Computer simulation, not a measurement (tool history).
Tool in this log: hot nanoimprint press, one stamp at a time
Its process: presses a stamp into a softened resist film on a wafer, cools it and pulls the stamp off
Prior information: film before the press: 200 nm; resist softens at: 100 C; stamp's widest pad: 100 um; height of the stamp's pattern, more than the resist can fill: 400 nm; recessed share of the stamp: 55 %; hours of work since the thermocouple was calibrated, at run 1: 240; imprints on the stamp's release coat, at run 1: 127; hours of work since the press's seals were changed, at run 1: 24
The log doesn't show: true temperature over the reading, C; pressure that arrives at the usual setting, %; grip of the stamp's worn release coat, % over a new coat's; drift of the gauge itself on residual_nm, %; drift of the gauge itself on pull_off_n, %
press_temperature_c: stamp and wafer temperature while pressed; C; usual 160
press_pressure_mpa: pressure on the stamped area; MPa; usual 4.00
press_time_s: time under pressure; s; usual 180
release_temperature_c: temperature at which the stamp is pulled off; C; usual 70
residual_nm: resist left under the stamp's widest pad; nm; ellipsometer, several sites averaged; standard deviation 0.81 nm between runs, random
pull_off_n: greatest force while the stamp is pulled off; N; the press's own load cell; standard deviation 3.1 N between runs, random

| run | hour | press_temperature_c | press_pressure_mpa | press_time_s | release_temperature_c | hours of work since the thermocouple was calibrated | imprints on the stamp's release coat | hours of work since the press's seals were changed | residual_nm | pull_off_n |
|---|---|---|---|---|---|---|---|---|---|---|
| 1 | 0.0 | 160 | 4.00 | 180 | 70 | 240 | 127 | 24 | 111.4 | 232 |
| 2 | 23.7 | 160 | 4.00 | 180 | 70 | 257 | 216 | 40 | 113.4 | 232 |
| 3 | 38.3 | 160 | 4.00 | 180 | 70 | 267 | 271 | 50 | 112.4 | 232 |
| 4 | 70.2 | 160 | 4.00 | 180 | 70 | 289 | 390 | 72 | 113.9 | 245 |
| 5 | 102.4 | 160 | 4.00 | 180 | 70 | 311 | 510 | 94 | 113.5 | 240 |
|  | 110.1 | stamp cleaned and given a new release coat |
| 6 | 123.0 | 160 | 4.00 | 180 | 70 | 321 | 48 | 105 | 115.4 | 226 |
| 7 | 136.7 | 160 | 4.00 | 180 | 70 | 331 | 99 | 114 | 114.4 | 228 |
| 8 | 155.6 | 160 | 4.00 | 180 | 70 | 344 | 170 | 127 | 113.9 | 228 |
| 9 | 187.5 | 160 | 4.00 | 180 | 70 | 366 | 289 | 149 | 114.8 | 245 |
| 10 | 216.5 | 160 | 4.00 | 124 | 70 | 386 | 398 | 169 | 129.7 | 245 |
| 11 | 236.8 | 160 | 4.00 | 124 | 70 | 400 | 474 | 183 | 130.8 | 245 |
|  | 241.7 | plate thermocouple calibrated |
|  | 258.9 | stamp cleaned and given a new release coat |
| 12 | 272.7 | 160 | 4.00 | 124 | 70 | 17 | 51 | 202 | 136.2 | 230 |
| 13 | 287.3 | 160 | 4.00 | 124 | 70 | 27 | 106 | 212 | 138.4 | 230 |
| 14 | 306.7 | 160 | 4.00 | 124 | 70 | 41 | 179 | 226 | 136.2 | 230 |
| 15 | 326.6 | 160 | 4.00 | 180 | 70 | 55 | 253 | 239 | 125.8 | 242 |
| 16 | 349.7 | 160 | 2.44 | 180 | 70 | 71 | 339 | 255 | 143.0 | 238 |
| 17 | 374.5 | 172 | 2.44 | 180 | 64 | 88 | 432 | 272 | 81.3 | 266 |
|  | 399.3 | plate thermocouple calibrated, once more |
|  | 407.3 | stamp cleaned and given a new release coat |
| 18 | 407.5 | 151 | 2.50 | 180 | 70 | 2 | 1 | 289 | 170.8 | 217 |
| 19 | 426.8 | 155 | 3.94 | 180 | 70 | 15 | 73 | 302 | 136.3 | 222 |
| 20 | 456.9 | 160 | 4.11 | 180 | 70 | 36 | 186 | 323 | 108.0 | 231 |
| 21 | 489.4 | 160 | 4.11 | 180 | 70 | 58 | 307 | 346 | 105.9 | 230 |
| 22 | 512.2 | 160 | 4.11 | 180 | 70 | 74 | 393 | 362 | 107.7 | 241 |
| 23 | 528.1 | 160 | 4.11 | 180 | 70 | 85 | 452 | 373 | 107.6 | 243 |
|  | 550.8 | stamp cleaned and given a new release coat |
| 24 | 552.5 | 160 | 4.11 | 180 | 70 | 98 | 6 | 385 | 108.0 | 221 |
| 25 | 580.5 | 168 | 4.11 | 108 | 70 | 117 | 111 | 405 | 86.7 | 228 |
| 26 | 602.4 | 168 | 3.01 | 180 | 70 | 132 | 193 | 420 | 80.3 | 221 |
| 27 | 620.8 | 148 | 3.66 | 114 | 57 | 145 | 261 | 433 | 182.3 | 271 |
| 28 | 650.2 | 160 | 4.39 | 180 | 60 | 165 | 372 | 453 | 106.7 | 272 |
| 29 | 679.6 | 171 | 4.39 | 180 | 70 | 186 | 481 | 473 | 57.7 | 242 |

Hidden state or all else? Some run-to-run changes of residual_nm, split into what the settings, what came in and random variation would give without the hidden state, and what is left for the hidden state (with any gauge scatter that isn't in both results):
Run 11 -> 12: plate thermocouple calibrated, stamp cleaned and given a new release coat. residual_nm +5.4 nm: hidden state +6.2, all else -0.8.
Run 17 -> 18: press_temperature_c 172 -> 151, press_pressure_mpa 2.44 -> 2.50, release_temperature_c 64 -> 70, plate thermocouple calibrated, once more, stamp cleaned and given a new release coat. residual_nm +89.5 nm: hidden state -13.0, all else +102.5.
Run 26 -> 27: press_temperature_c 168 -> 148, press_pressure_mpa 3.01 -> 3.66, press_time_s 180 -> 114, release_temperature_c 70 -> 57. residual_nm +102.0 nm: hidden state -1.1, all else +103.1.

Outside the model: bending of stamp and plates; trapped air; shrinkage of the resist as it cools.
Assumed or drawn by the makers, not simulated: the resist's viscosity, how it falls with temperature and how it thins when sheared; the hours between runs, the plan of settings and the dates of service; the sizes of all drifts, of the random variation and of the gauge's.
